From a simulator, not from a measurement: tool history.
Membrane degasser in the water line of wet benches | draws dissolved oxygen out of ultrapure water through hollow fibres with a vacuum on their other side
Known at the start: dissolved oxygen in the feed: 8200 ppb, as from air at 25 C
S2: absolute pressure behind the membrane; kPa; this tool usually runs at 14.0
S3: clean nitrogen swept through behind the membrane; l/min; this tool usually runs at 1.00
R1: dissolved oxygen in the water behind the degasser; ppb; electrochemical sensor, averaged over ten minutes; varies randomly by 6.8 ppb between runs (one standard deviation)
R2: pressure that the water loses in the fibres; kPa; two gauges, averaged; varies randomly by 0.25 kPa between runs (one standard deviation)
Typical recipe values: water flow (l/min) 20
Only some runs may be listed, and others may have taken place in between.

run 1 day=0.000 | water_flow_(l/min)=20 S2=14.0 S3=1.00 | R1=679.3 R2=67.57
run 2 day=1.292 | water_flow_(l/min)=20 S2=14.0 S3=1.00 | R1=692.9 R2=68.03
run 3 day=3.325 | water_flow_(l/min)=20 S2=14.0 S3=1.00 | R1=673.8 R2=68.10
run 4 day=5.138 | water_flow_(l/min)=20 S2=14.0 S3=1.00 | R1=686.8 R2=67.98
run 5 day=6.812 | water_flow_(l/min)=20 S2=14.0 S3=1.00 | R1=689.8 R2=67.85
run 6 day=8.842 | water_flow_(l/min)=20 S2=14.0 S3=0.75 | R1=797.8 R2=68.15
run 7 day=10.771 | water_flow_(l/min)=20 S2=15.2 S3=1.00 | R1=734.8 R2=67.72
run 8 day=12.629 | water_flow_(l/min)=20 S2=15.2 S3=1.00 | R1=730.9 R2=68.31
run 9 day=14.246 | water_flow_(l/min)=20 S2=15.2 S3=1.00 | R1=754.7 R2=68.22
run 10 day=15.342 | water_flow_(l/min)=20 S2=15.2 S3=1.00 | R1=735.3 R2=68.25
run 11 day=17.008 | water_flow_(l/min)=20 S2=24.3 S3=1.00 | R1=1063.7 R2=68.11
run 12 day=18.250 | water_flow_(l/min)=20 S2=14.0 S3=1.00 | R1=698.2 R2=68.45
run 13 day=20.292 | water_flow_(l/min)=20 S2=14.0 S3=1.00 | R1=680.2 R2=68.45
run 14 day=22.058 | water_flow_(l/min)=20 S2=14.0 S3=1.00 | R1=700.4 R2=67.90
run 15 day=23.038 | water_flow_(l/min)=20 S2=14.0 S3=1.00 | R1=692.7 R2=68.17
run 16 day=24.346 | water_flow_(l/min)=20 S2=14.0 S3=1.55 | R1=542.1 R2=68.51

Run 17, settings as shown, results not yet in. Your forecast:
run 17 day=25.725 | water_flow_(l/min)=13 S2=14.0 S3=1.67 | R1=? R2=?

R1: 251.8 ppb
R2: 44.41 kPa
If the tool had no hidden condition, the same run with the same run-to-run variation would have returned R1 243.8 ppb, R2 44.09 kPa.
